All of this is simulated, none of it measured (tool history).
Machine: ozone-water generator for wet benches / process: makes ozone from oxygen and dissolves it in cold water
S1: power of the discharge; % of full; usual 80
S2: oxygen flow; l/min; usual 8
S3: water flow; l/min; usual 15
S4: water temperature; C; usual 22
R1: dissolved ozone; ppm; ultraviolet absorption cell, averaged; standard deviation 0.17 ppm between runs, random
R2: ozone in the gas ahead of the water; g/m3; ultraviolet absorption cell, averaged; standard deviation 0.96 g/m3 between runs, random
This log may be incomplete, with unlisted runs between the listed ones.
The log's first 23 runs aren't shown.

run    hour  S1     S2  S3  S4    R1     R2
 24  3347.3  63  12.71  15  22  17.4    114
 25  3428.8  80    9.7  21  22  16.5  150.8
 26  3605.7  80    9.7  21  22  16.6  149.2
 27  3715.3  80    9.7  21  22  16.2  148.7
 28  3906.3  73    9.7  14  22  20.5  138.4
     3994.9  -- contactor cleaned
 29  4079.3  78    9.7  21  17  18.5  145.9
 30  4219.1  49    4.3  10  22  19.7  136.6
 31  4413.9  49    4.3  10  22  19.8  135.1
 32  4508.4  49    4.3  10  22  19.6  136.3

5 options for the next run, each taken on its own from the tool as it stands now. Forecast them:
  A  4678.6  80  6.97  10  16   ?   ?
  B  4678.6  80  5.24  15  25   ?   ?
  C  4678.6  68     5  11  22   ?   ?
  D  4678.6  80   8.6  15  22   ?   ?
  E  4678.6  58  5.21  15  28   ?   ?

run    R1     R2
  A  32.2  165.3
  B  20.6  185.7
  C  24.1  166.4
  D  21.7  152.7
  E    15  144.6
Without the tool's hidden state the same runs would have given:
run    R1     R2
  A  33.6  171.4
  B  21.5  192.5
  C    25  171.8
  D  22.7  158.3
  E  15.6  148.7
